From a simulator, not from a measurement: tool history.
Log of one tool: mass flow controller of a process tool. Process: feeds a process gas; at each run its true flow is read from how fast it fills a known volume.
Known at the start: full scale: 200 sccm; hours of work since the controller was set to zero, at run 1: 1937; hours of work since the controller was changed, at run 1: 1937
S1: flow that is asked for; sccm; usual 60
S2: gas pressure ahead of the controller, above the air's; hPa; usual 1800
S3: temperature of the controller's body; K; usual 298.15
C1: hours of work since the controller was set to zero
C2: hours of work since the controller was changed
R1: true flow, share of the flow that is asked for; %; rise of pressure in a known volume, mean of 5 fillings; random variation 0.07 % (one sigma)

run,hour,S1,S2,S3,C1,C2,R1
1,0.0,60,1800,298.15,1937,1937,96.64
2,198.8,60,1800,298.15,2051,2051,96.57
3,418.7,60,1800,298.15,2177,2177,96.47
4,880.4,60,1800,298.15,2442,2442,96.34
5,1315.4,60,1800,298.15,2691,2691,96.27
6,1621.8,60,1800,310.15,2866,2866,97.02
7,2068.7,60,1800,310.15,3122,3122,96.79
8,2462.2,60,1800,298.15,3347,3347,95.90
9,2774.5,60,1800,298.15,3526,3526,95.76
10,3007.1,60,1800,298.15,3659,3659,95.80
11,3197.7,60,1800,298.15,3769,3769,95.73
12,3487.2,60,1800,298.15,3934,3934,95.63
13,3825.6,60,1800,299.15,4128,4128,95.69
# hour 3975.4: controller's zero set anew
14,4086.2,60,1800,299.15,63,4277,93.89
15,4277.6,60,1800,299.15,173,4387,93.75
16,4534.6,73,1800,298.15,320,4534,94.59
17,4899.5,73,1800,298.15,529,4743,94.60
18,5301.2,44,1690,299.15,759,4973,91.72
19,5539.3,27,1800,306.15,896,5109,87.67
20,5882.2,60,1420,296.15,1092,5306,93.38
# hour 6257.8: controller's zero set anew, once more
21,6324.9,60,1420,296.15,38,5559,98.15
22,6611.7,60,1420,296.15,203,5723,97.99
23,6857.6,60,1420,296.15,343,5864,97.88
24,7295.5,60,1800,311.15,594,6115,98.64
25,7574.9,30,2060,311.15,754,6275,97.33
26,8007.1,30,2060,311.15,1002,6522,97.17
27,8261.6,60,2550,296.15,1148,6668,96.87
28,8456.8,60,2550,296.15,1259,6780,96.76
29,8656.8,104,2550,300.15,1374,6894,98.15
30,8856.5,104,2550,300.15,1488,7009,98.20
31,9315.0,104,2550,300.15,1751,7271,98.02
32,9625.6,32,2650,298.15,1929,7449,95.06
33,9874.3,32,2650,298.15,2071,7592,94.93
34,10134.2,32,2650,298.15,2220,7740,94.83

4 ways to go on from here, each from the tool as it stands after run 34. What would each give?
A,10469.7,78,1940,306.15,2412,7933,?
B,10469.7,139,1800,298.15,2412,7933,?
C,10469.7,172,1800,298.15,2412,7933,?
D,10469.7,32,2650,312.15,2412,7933,?

run,R1
A,98.10
B,99.01
C,99.54
D,95.62
Without the tool's hidden state the same runs would have given:
run,R1
A,98.68
B,99.08
C,99.49
D,97.85
